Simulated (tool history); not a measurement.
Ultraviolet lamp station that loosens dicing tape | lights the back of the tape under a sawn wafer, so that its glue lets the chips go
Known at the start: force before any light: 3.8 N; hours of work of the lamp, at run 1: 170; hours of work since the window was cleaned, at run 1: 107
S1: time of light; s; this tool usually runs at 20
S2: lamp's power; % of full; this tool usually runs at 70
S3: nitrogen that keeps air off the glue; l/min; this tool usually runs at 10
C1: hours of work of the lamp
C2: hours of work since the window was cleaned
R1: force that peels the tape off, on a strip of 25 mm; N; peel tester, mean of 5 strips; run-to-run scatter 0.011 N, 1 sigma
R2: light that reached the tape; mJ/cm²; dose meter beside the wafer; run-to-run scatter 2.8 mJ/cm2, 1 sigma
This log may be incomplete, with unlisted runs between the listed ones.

| run | hour | S1 | S2 | S3 | C1 | C2 | R1 | R2 |
|---|---|---|---|---|---|---|---|---|
| 1 | 0 | 20 | 70 | 10 | 170 | 107 | 0.576 | 355 |
| 2 | 32.5 | 20 | 70 | 10 | 196 | 133 | 0.586 | 351 |
| 3 | 78 | 20 | 70 | 3 | 231 | 168 | 1.224 | 344 |
| 4 | 119.4 | 20 | 70 | 10 | 264 | 201 | 0.596 | 335 |
| 5 | 152.7 | 20 | 70 | 18 | 290 | 227 | 0.443 | 332 |
| 6 | 199.2 | 20 | 70 | 18 | 326 | 263 | 0.463 | 314 |
|  | 249.9 | window cleaned of glue's vapour |
| 7 | 249.9 | 17 | 63 | 4 | 365 | 0 | 1.302 | 278 |
| 8 | 279.8 | 12 | 62 | 18 | 389 | 23 | 1.02 | 190 |
| 9 | 310.3 | 19 | 60 | 9 | 413 | 47 | 0.82 | 285 |
| 10 | 371.4 | 20 | 70 | 3 | 460 | 95 | 1.193 | 339 |
| 11 | 398.6 | 25 | 70 | 8 | 482 | 116 | 0.491 | 426 |
| 12 | 429.2 | 25 | 70 | 8 | 505 | 140 | 0.489 | 413 |

Below are 5 alternative next runs, each starting from the tool's condition after run 12. Predict each:
| A | 469.8 | 25 | 94 | 8 | 537 | 172 | ? | ? |
| B | 469.8 | 21 | 70 | 13 | 537 | 172 | ? | ? |
| C | 469.8 | 26 | 98 | 9 | 537 | 172 | ? | ? |
| D | 469.8 | 25 | 81 | 10 | 537 | 172 | ? | ? |
| E | 469.8 | 28 | 81 | 6 | 537 | 172 | ? | ? |

| run | R1 | R2 |
|---|---|---|
| A | 0.286 | 550 |
| B | 0.527 | 347 |
| C | 0.223 | 593 |
| D | 0.328 | 469 |
| E | 0.385 | 530 |
What these runs would have given with no unlogged condition in the tool:
| run | R1 | R2 |
|---|---|---|
| A | 0.204 | 655 |
| B | 0.382 | 412 |
| C | 0.161 | 706 |
| D | 0.232 | 557 |
| E | 0.272 | 630 |
